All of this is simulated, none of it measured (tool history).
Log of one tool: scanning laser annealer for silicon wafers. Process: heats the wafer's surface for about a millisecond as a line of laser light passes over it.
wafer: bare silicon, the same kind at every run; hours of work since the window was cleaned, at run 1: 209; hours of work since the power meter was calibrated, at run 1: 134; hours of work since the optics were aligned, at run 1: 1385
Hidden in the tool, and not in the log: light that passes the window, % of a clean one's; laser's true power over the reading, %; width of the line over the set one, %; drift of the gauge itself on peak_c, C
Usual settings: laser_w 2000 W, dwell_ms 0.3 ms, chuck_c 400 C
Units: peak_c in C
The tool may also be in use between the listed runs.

run   hour  laser_w  dwell_ms  chuck_c  hours of work since the window was cleaned  hours of work since the power meter was calibrated  hours of work since the optics were aligned  peak_c
  1      0     2000       0.3      400                                         209                                                 134                                         1385    1156
  2   21.4     2000       0.3      400                                         217                                                 143                                         1394    1154
  3   31.5     1909       0.3      400                                         222                                                 147                                         1398    1122
  4   52.8     1909       0.3      400                                         230                                                 156                                         1406    1124
  5   72.6     1909       0.3      400                                         238                                                 164                                         1415    1125
  6   88.7     2000       0.3      368                                         245                                                 171                                         1421    1121
  7  105.6     2000       0.3      368                                         252                                                 178                                         1428    1122
  8  122.5     2000       0.3      368                                         259                                                 185                                         1435    1120
  9  142.6     2000       0.3      368                                         267                                                 193                                         1443    1123
 10  158.9     2000       0.3      372                                         274                                                 200                                         1450    1127
 11  181.7     2000       0.3      372                                         283                                                 209                                         1459    1129
 12  192.6     2038     0.298      440                                         288                                                 213                                         1464    1206
 13  205.3     2038     0.298      440                                         293                                                 219                                         1469    1206
 14  220.5     2038     0.298      440                                         299                                                 225                                         1475    1203
 15  241.1     1906     0.219      377                                         308                                                 233                                         1484     984
 16    260     2096      0.25      397                                         315                                                 241                                         1492    1110
 17  280.7     1768      0.25      383                                         324                                                 250                                         1500     991
 18    294     2194     0.313      375                                         329                                                 255                                         1506    1213
 19  303.5     2194     0.224      380                                         333                                                 259                                         1509    1083
 20  323.4     1712     0.242      390                                         342                                                 267                                         1518     969
 21  340.7     1712     0.335      390                                         349                                                 274                                         1525    1074

Measured less the same run without the tool's hidden state. The same run-to-run variation is in both; the gauge's scatter may not be:
run  peak_c
  1     -12
  2     -12
  3     -11
  4     -12
  5     -12
  6     -12
  7     -13
  8     -14
  9     -14
 10     -14
 11     -14
 12     -15
 13     -15
 14     -15
 15     -12
 16     -15
 17     -12
 18     -18
 19     -15
 20     -12
 21     -15
